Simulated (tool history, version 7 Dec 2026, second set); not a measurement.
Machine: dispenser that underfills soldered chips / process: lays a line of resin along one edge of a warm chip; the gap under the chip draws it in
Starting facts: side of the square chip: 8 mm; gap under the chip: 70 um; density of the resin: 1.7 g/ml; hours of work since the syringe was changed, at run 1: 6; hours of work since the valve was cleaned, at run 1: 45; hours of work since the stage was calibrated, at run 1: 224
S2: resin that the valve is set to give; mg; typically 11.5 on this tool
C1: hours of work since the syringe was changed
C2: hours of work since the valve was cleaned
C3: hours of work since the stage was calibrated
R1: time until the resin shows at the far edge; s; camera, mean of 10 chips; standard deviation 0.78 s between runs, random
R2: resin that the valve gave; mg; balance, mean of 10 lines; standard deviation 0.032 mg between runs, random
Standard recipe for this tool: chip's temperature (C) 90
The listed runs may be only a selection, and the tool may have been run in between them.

Run 1, hour 0: usual settings; C1 6; C2 45; C3 224. Result: R1 103.4 s, R2 11.22 mg.
At hour 2.1: new syringe of resin.
Run 2, hour 6.6: usual settings; C1 3; C2 50; C3 229. Result: R1 88.7 s, R2 11.15 mg.
Run 3, hour 11.3: usual settings but S2 14.8 mg; C1 6; C2 53; C3 232. Result: R1 104.9 s, R2 14.41 mg.
At hour 12.3: new syringe of resin.
Run 4, hour 21.2: usual settings but chip's temperature (C) 82, S2 14.8 mg; C1 6; C2 60; C3 239. Result: R1 138.8 s, R2 14.38 mg.
At hour 22.2: new syringe of resin.
Run 5, hour 29.2: usual settings but chip's temperature (C) 82, S2 13.6 mg; C1 5; C2 65; C3 244. Result: R1 125.3 s, R2 13.15 mg.
At hour 32.4: new syringe of resin.
Run 6, hour 34.9: usual settings but chip's temperature (C) 82, S2 13.6 mg; C1 2; C2 69; C3 248. Result: R1 105.8 s, R2 13.14 mg.
At hour 42.5: new syringe of resin.
Run 7, hour 45.2: usual settings; C1 2; C2 76; C3 255. Result: R1 84.6 s, R2 11.07 mg.
At hour 52.1: new syringe of resin.
Run 8, hour 52.1: usual settings; C1 0; C2 81; C3 260. Result: R1 75.1 s, R2 11.07 mg.
Run 9, hour 59.8: usual settings but chip's temperature (C) 101; C1 5; C2 86; C3 265. Result: R1 74.2 s, R2 11.01 mg.
At hour 62.1: new syringe of resin.
Run 10, hour 69.8: usual settings but chip's temperature (C) 101; C1 5; C2 93; C3 272. Result: R1 71.8 s, R2 10.98 mg.
At hour 72.4: new syringe of resin.
Run 11, hour 78.3: usual settings but chip's temperature (C) 101; C1 4; C2 99; C3 278. Result: R1 67.2 s, R2 10.94 mg.
At hour 82: new syringe of resin.
Run 12, hour 83.1: usual settings but chip's temperature (C) 76; C1 1; C2 102; C3 281. Result: R1 126.2 s, R2 10.9 mg.
Run 13, hour 88.4: usual settings but chip's temperature (C) 76; C1 4; C2 105; C3 285. Result: R1 156.1 s, R2 10.91 mg.
At hour 91.7: new syringe of resin.
Run 14, hour 94.2: usual settings but chip's temperature (C) 76; C1 2; C2 109; C3 289. Result: R1 132.7 s, R2 10.86 mg.
At hour 98: dispensing valve cleaned and set on the balance.
At hour 102.7: new syringe of resin.
Run 15, hour 104.2: usual settings but chip's temperature (C) 94; C1 1; C2 4; C3 295. Result: R1 70.5 s, R2 11.55 mg.
Run 16, hour 110.2: usual settings but chip's temperature (C) 94; C1 5; C2 8; C3 299. Result: R1 90.8 s, R2 11.41 mg.
At hour 112.6: new syringe of resin.
Run 17, hour 119.4: usual settings but chip's temperature (C) 88; C1 5; C2 15; C3 305. Result: R1 108.3 s, R2 11.44 mg.
At hour 122.4: new syringe of resin.
Run 18, hour 126.9: usual settings but chip's temperature (C) 88; C1 3; C2 20; C3 310. Result: R1 97.4 s, R2 11.41 mg.
At hour 132.1: new syringe of resin.
Run 19, hour 132.1: usual settings but chip's temperature (C) 101, S2 10.8 mg; C1 0; C2 23; C3 314. Result: R1 54.6 s, R2 10.65 mg.
Run 20, hour 137.1: usual settings but chip's temperature (C) 93, S2 10.1 mg; C1 3; C2 27; C3 317. Result: R1 86 s, R2 10 mg.
At hour 141.8: new syringe of resin.
Run 21, hour 143.5: usual settings but chip's temperature (C) 99; C1 1; C2 31; C3 322. Result: R1 60.6 s, R2 11.33 mg.
At hour 151.7: new syringe of resin.
Run 22, hour 151.7: usual settings but chip's temperature (C) 83, S2 12.7 mg; C1 0; C2 37; C3 327. Result: R1 94.6 s, R2 12.48 mg.
Run 23, hour 159.6: usual settings but chip's temperature (C) 83, S2 11.7 mg; C1 6; C2 42; C3 333. Result: R1 134.9 s, R2 11.45 mg.
At hour 161.4: new syringe of resin.
Run 24, hour 170: usual settings but chip's temperature (C) 83, S2 11.7 mg; C1 6; C2 49; C3 340. Result: R1 138.4 s, R2 11.4 mg.
At hour 171.4: new syringe of resin.
Run 25, hour 180.6: usual settings but chip's temperature (C) 83, S2 10.7 mg; C1 7; C2 57; C3 347. Result: R1 144.1 s, R2 10.44 mg.
At hour 181.4: new syringe of resin.
Run 26, hour 186.7: usual settings but chip's temperature (C) 83, S2 10.7 mg; C1 4; C2 61; C3 351. Result: R1 120.3 s, R2 10.39 mg.
At hour 191.5: new syringe of resin.
Run 27, hour 195.3: usual settings but chip's temperature (C) 83, S2 14.2 mg; C1 3; C2 66; C3 357. Result: R1 110.2 s, R2 13.71 mg.
At hour 201.2: new syringe of resin.
Run 28, hour 203.2: usual settings but chip's temperature (C) 81, S2 14.3 mg; C1 1; C2 72; C3 363. Result: R1 110.1 s, R2 13.76 mg.
Run 29, hour 208.1: usual settings but chip's temperature (C) 81, S2 14.3 mg; C1 5; C2 75; C3 366. Result: R1 132.7 s, R2 13.75 mg.
At hour 211.2: new syringe of resin.
Run 30, hour 216: usual settings but chip's temperature (C) 100, S2 13.1 mg; C1 3; C2 81; C3 371. Result: R1 66.9 s, R2 12.54 mg.
At hour 221.3: new syringe of resin.
Run 31, hour 224.4: usual settings but chip's temperature (C) 100, S2 13.1 mg; C1 2; C2 86; C3 377. Result: R1 61.3 s, R2 12.49 mg.
At hour 231: new syringe of resin.
Run 32, hour 231: usual settings but chip's temperature (C) 76, S2 10.2 mg; C1 0; C2 91; C3 382. Result: R1 126.8 s, R2 9.73 mg.
Run 33, hour 239.7: usual settings but chip's temperature (C) 83, S2 12.4 mg; C1 6; C2 97; C3 388. Result: R1 136.9 s, R2 11.82 mg.
At hour 240.9: new syringe of resin.
Run 34, hour 249.4: usual settings but chip's temperature (C) 83, S2 12.4 mg; C1 6; C2 104; C3 394. Result: R1 137.9 s, R2 11.76 mg.
At hour 251: new syringe of resin.
Run 35, hour 257.1: usual settings but chip's temperature (C) 83, S2 12.4 mg; C1 4; C2 109; C3 400. Result: R1 126.1 s, R2 11.78 mg.
At hour 261.2: new syringe of resin.
At hour 262.2: dispensing valve cleaned and set on the balance.
Run 36, hour 268.3: usual settings but S2 12.9 mg; C1 4; C2 4; C3 407. Result: R1 96.2 s, R2 12.8 mg.

What if the next run were any one of these 3? Each begins from the tool's condition after run 36:
At hour 271.9: new syringe of resin.
Run A, hour 276.3: usual settings but chip's temperature (C) 85, S2 13.7 mg; C1 3; C2 10; C3 412. Result: R1 ?, R2 ?.
At hour 271.9: new syringe of resin.
Run B, hour 276.3: usual settings but chip's temperature (C) 81, S2 12.1 mg; C1 3; C2 10; C3 412. Result: R1 ?, R2 ?.
At hour 271.9: new syringe of resin.
Run C, hour 276.3: usual settings but chip's temperature (C) 88, S2 13.3 mg; C1 3; C2 10; C3 412. Result: R1 ?, R2 ?.

run     R1     R2
  A  110.1  13.61
  B  123.9  11.99
  C   96.9  13.21
With no hidden state in the tool, these same runs would have given:
run    R1     R2
  A  85.1   13.7
  B  95.5  12.07
  C  75.1   13.3

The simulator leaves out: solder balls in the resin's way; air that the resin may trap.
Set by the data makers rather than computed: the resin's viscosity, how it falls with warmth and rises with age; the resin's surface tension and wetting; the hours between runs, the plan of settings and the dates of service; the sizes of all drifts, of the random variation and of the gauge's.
